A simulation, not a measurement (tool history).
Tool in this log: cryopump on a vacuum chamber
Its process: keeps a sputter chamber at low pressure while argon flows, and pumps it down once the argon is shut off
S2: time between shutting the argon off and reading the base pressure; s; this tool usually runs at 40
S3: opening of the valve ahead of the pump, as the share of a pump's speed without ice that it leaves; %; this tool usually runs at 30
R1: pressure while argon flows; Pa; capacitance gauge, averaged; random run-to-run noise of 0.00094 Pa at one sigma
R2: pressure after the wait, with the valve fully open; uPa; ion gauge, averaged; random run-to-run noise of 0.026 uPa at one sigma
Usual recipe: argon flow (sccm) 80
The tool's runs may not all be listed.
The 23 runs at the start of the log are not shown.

{"run": 24, "hour": 1497.5, "argon flow (sccm)": 106, "S2": 40, "S3": 30, "R1": 0.2714, "R2": 2.04}
{"run": 25, "hour": 1541.7, "argon flow (sccm)": 106, "S2": 84, "S3": 22, "R1": 0.3655, "R2": 1.56}
{"run": 26, "hour": 1619.8, "argon flow (sccm)": 106, "S2": 84, "S3": 22, "R1": 0.3714, "R2": 1.61}
{"run": 27, "hour": 1661.7, "argon flow (sccm)": 106, "S2": 259, "S3": 54, "R1": 0.1563, "R2": 1.34}
{"run": 28, "hour": 1707.9, "argon flow (sccm)": 106, "S2": 246, "S3": 33, "R1": 0.2519, "R2": 1.39}
{"run": 29, "hour": 1751.1, "argon flow (sccm)": 80, "S2": 40, "S3": 31, "R1": 0.2006, "R2": 2.22}
{"run": 30, "hour": 1812.8, "argon flow (sccm)": 80, "S2": 40, "S3": 16, "R1": 0.3847, "R2": 2.21}
{"run": 31, "hour": 1877.6, "argon flow (sccm)": 41, "S2": 296, "S3": 30, "R1": 0.1074, "R2": 1.5}
{"run": 32, "hour": 1922.1, "argon flow (sccm)": 89, "S2": 26, "S3": 15, "R1": 0.4573, "R2": 2.9}
{"run": 33, "hour": 1977.6, "argon flow (sccm)": 83, "S2": 40, "S3": 58, "R1": 0.1181, "R2": 2.45}
{"run": 34, "hour": 2054.2, "argon flow (sccm)": 83, "S2": 40, "S3": 58, "R1": 0.1206, "R2": 2.53}

4 ways to go on from here, each from the tool as it stands after run 34. What would each give?
{"run": "A", "hour": 2144.0, "argon flow (sccm)": 101, "S2": 87, "S3": 49, "R1": "?", "R2": "?"}
{"run": "B", "hour": 2144.0, "argon flow (sccm)": 83, "S2": 54, "S3": 45, "R1": "?", "R2": "?"}
{"run": "C", "hour": 2144.0, "argon flow (sccm)": 98, "S2": 40, "S3": 18, "R1": "?", "R2": "?"}
{"run": "D", "hour": 2144.0, "argon flow (sccm)": 51, "S2": 40, "S3": 58, "R1": "?", "R2": "?"}

run=A R1=0.1729 R2=2.1
run=B R1=0.1529 R2=2.35
run=C R1=0.4247 R2=2.57
run=D R1=0.0748 R2=2.51
Had the tool no hidden state, the same runs would have come out as:
run=A R1=0.1551 R2=0.61
run=B R1=0.1384 R2=0.87
run=C R1=0.4076 R2=1.1
run=D R1=0.0658 R2=1.08
